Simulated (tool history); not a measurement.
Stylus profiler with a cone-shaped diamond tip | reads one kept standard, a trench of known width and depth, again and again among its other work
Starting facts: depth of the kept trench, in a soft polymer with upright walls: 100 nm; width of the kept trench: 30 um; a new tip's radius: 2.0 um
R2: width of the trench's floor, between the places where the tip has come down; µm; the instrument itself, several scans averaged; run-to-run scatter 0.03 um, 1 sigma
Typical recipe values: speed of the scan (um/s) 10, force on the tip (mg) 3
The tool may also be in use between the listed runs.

{"run": 1, "hour": 0.0, "speed of the scan (um/s)": 10, "force on the tip (mg)": 3, "depth of the trench (Å)": 1021.4, "R2": 27.95}
{"run": 2, "hour": 37.1, "speed of the scan (um/s)": 10, "force on the tip (mg)": 3, "depth of the trench (Å)": 1020.8, "R2": 27.87}
{"run": 3, "hour": 78.2, "speed of the scan (um/s)": 10, "force on the tip (mg)": 3, "depth of the trench (Å)": 1021.4, "R2": 27.89}
{"run": 4, "hour": 113.0, "speed of the scan (um/s)": 10, "force on the tip (mg)": 3, "depth of the trench (Å)": 1021.4, "R2": 27.87}
{"run": 5, "hour": 150.0, "speed of the scan (um/s)": 39, "force on the tip (mg)": 3, "depth of the trench (Å)": 1021.7, "R2": 27.73}
{"run": 6, "hour": 185.1, "speed of the scan (um/s)": 39, "force on the tip (mg)": 3, "depth of the trench (Å)": 1021.2, "R2": 27.78}
{"hour": 190.7, "done": "new tip fitted, height scale calibrated"}
{"run": 7, "hour": 226.7, "speed of the scan (um/s)": 8, "force on the tip (mg)": 3, "depth of the trench (Å)": 1018.4, "R2": 28.7}
{"run": 8, "hour": 246.2, "speed of the scan (um/s)": 10, "force on the tip (mg)": 3, "depth of the trench (Å)": 1018.7, "R2": 28.72}
{"run": 9, "hour": 270.1, "speed of the scan (um/s)": 10, "force on the tip (mg)": 3, "depth of the trench (Å)": 1018, "R2": 28.69}
{"run": 10, "hour": 290.3, "speed of the scan (um/s)": 10, "force on the tip (mg)": 1.28, "depth of the trench (Å)": 1010, "R2": 28.68}
{"run": 11, "hour": 328.8, "speed of the scan (um/s)": 10, "force on the tip (mg)": 3, "depth of the trench (Å)": 1018.1, "R2": 28.69}
{"run": 12, "hour": 365.0, "speed of the scan (um/s)": 10, "force on the tip (mg)": 3, "depth of the trench (Å)": 1018.1, "R2": 28.63}
{"run": 13, "hour": 393.3, "speed of the scan (um/s)": 10, "force on the tip (mg)": 3, "depth of the trench (Å)": 1018.1, "R2": 28.59}
{"run": 14, "hour": 434.0, "speed of the scan (um/s)": 10, "force on the tip (mg)": 3, "depth of the trench (Å)": 1018.9, "R2": 28.65}
{"run": 15, "hour": 459.4, "speed of the scan (um/s)": 14, "force on the tip (mg)": 3, "depth of the trench (Å)": 1018.3, "R2": 28.57}
{"run": 16, "hour": 488.0, "speed of the scan (um/s)": 14, "force on the tip (mg)": 3, "depth of the trench (Å)": 1018.1, "R2": 28.55}
{"run": 17, "hour": 527.5, "speed of the scan (um/s)": 14, "force on the tip (mg)": 3, "depth of the trench (Å)": 1018.3, "R2": 28.55}
{"run": 18, "hour": 561.6, "speed of the scan (um/s)": 14, "force on the tip (mg)": 3, "depth of the trench (Å)": 1018.2, "R2": 28.53}
{"run": 19, "hour": 583.8, "speed of the scan (um/s)": 14, "force on the tip (mg)": 3, "depth of the trench (Å)": 1018.9, "R2": 28.57}
{"run": 20, "hour": 623.7, "speed of the scan (um/s)": 14, "force on the tip (mg)": 3, "depth of the trench (Å)": 1018.7, "R2": 28.59}
{"hour": 627.9, "done": "height scale calibrated on a step standard"}
{"run": 21, "hour": 658.6, "speed of the scan (um/s)": 2, "force on the tip (mg)": 3, "depth of the trench (Å)": 1018.5, "R2": 28.53}
{"run": 22, "hour": 690.0, "speed of the scan (um/s)": 2, "force on the tip (mg)": 3, "depth of the trench (Å)": 1018.8, "R2": 28.54}
{"run": 23, "hour": 733.3, "speed of the scan (um/s)": 10, "force on the tip (mg)": 1.57, "depth of the trench (Å)": 1011.6, "R2": 28.52}
{"run": 24, "hour": 767.9, "speed of the scan (um/s)": 10, "force on the tip (mg)": 1.57, "depth of the trench (Å)": 1012.4, "R2": 28.47}
{"hour": 795.4, "done": "height scale calibrated on a step standard, once more"}
{"run": 25, "hour": 805.7, "speed of the scan (um/s)": 4, "force on the tip (mg)": 3.23, "depth of the trench (Å)": 1020.2, "R2": 28.48}
{"run": 26, "hour": 827.2, "speed of the scan (um/s)": 7, "force on the tip (mg)": 1.8, "depth of the trench (Å)": 1013.8, "R2": 28.45}
{"run": 27, "hour": 850.8, "speed of the scan (um/s)": 3, "force on the tip (mg)": 4.72, "depth of the trench (Å)": 1025.9, "R2": 28.5}
{"run": 28, "hour": 870.0, "speed of the scan (um/s)": 10, "force on the tip (mg)": 3.01, "depth of the trench (Å)": 1019.2, "R2": 28.44}
{"run": 29, "hour": 914.5, "speed of the scan (um/s)": 20, "force on the tip (mg)": 1.02, "depth of the trench (Å)": 1009.9, "R2": 28.36}
{"run": 30, "hour": 940.6, "speed of the scan (um/s)": 9, "force on the tip (mg)": 1.07, "depth of the trench (Å)": 1010.9, "R2": 28.44}
{"run": 31, "hour": 981.6, "speed of the scan (um/s)": 2, "force on the tip (mg)": 1.21, "depth of the trench (Å)": 1010.8, "R2": 28.46}
{"run": 32, "hour": 1018.3, "speed of the scan (um/s)": 2, "force on the tip (mg)": 1.21, "depth of the trench (Å)": 1010.6, "R2": 28.48}
{"run": 33, "hour": 1043.0, "speed of the scan (um/s)": 2, "force on the tip (mg)": 5.35, "depth of the trench (Å)": 1028.7, "R2": 28.42}
{"run": 34, "hour": 1069.0, "speed of the scan (um/s)": 26, "force on the tip (mg)": 1.46, "depth of the trench (Å)": 1012.7, "R2": 28.27}
{"run": 35, "hour": 1099.7, "speed of the scan (um/s)": 23, "force on the tip (mg)": 6.26, "depth of the trench (Å)": 1031.3, "R2": 28.34}
{"run": 36, "hour": 1118.6, "speed of the scan (um/s)": 21, "force on the tip (mg)": 2.06, "depth of the trench (Å)": 1015.4, "R2": 28.24}
{"run": 37, "hour": 1150.8, "speed of the scan (um/s)": 2, "force on the tip (mg)": 1.09, "depth of the trench (Å)": 1009.9, "R2": 28.34}
{"run": 38, "hour": 1189.6, "speed of the scan (um/s)": 2, "force on the tip (mg)": 1.09, "depth of the trench (Å)": 1010.2, "R2": 28.36}
{"run": 39, "hour": 1233.5, "speed of the scan (um/s)": 14, "force on the tip (mg)": 4.15, "depth of the trench (Å)": 1024.5, "R2": 28.31}
{"run": 40, "hour": 1261.2, "speed of the scan (um/s)": 2, "force on the tip (mg)": 1.52, "depth of the trench (Å)": 1013, "R2": 28.35}
{"run": 41, "hour": 1293.9, "speed of the scan (um/s)": 2, "force on the tip (mg)": 1.52, "depth of the trench (Å)": 1013, "R2": 28.32}
{"run": 42, "hour": 1318.5, "speed of the scan (um/s)": 5, "force on the tip (mg)": 1.94, "depth of the trench (Å)": 1015.4, "R2": 28.27}
{"run": 43, "hour": 1351.0, "speed of the scan (um/s)": 26, "force on the tip (mg)": 3, "depth of the trench (Å)": 1020, "R2": 28.18}
{"run": 44, "hour": 1381.3, "speed of the scan (um/s)": 9, "force on the tip (mg)": 1.43, "depth of the trench (Å)": 1012.4, "R2": 28.25}
{"run": 45, "hour": 1423.4, "speed of the scan (um/s)": 4, "force on the tip (mg)": 7.2, "depth of the trench (Å)": 1035.1, "R2": 28.25}
{"run": 46, "hour": 1458.8, "speed of the scan (um/s)": 14, "force on the tip (mg)": 3.59, "depth of the trench (Å)": 1022.6, "R2": 28.27}

Each row is a separate what-if for the run after 46, all from the same tool condition, not one after another. Results?
{"run": "A", "hour": 1489.8, "speed of the scan (um/s)": 10, "force on the tip (mg)": 3.32, "depth of the trench (Å)": "?", "R2": "?"}
{"run": "B", "hour": 1489.8, "speed of the scan (um/s)": 4, "force on the tip (mg)": 2.18, "depth of the trench (Å)": "?", "R2": "?"}
{"run": "C", "hour": 1489.8, "speed of the scan (um/s)": 11, "force on the tip (mg)": 1.17, "depth of the trench (Å)": "?", "R2": "?"}

run=A depth_of_the_trench_(Å)=1020.6 R2=28.26
run=B depth_of_the_trench_(Å)=1016.5 R2=28.27
run=C depth_of_the_trench_(Å)=1011.3 R2=28.18
Take away the tool's hidden state, keep each run's random variation, and the runs would have read:
run=A depth_of_the_trench_(Å)=1019.2 R2=28.74
run=B depth_of_the_trench_(Å)=1015.2 R2=28.74
run=C depth_of_the_trench_(Å)=1010 R2=28.65
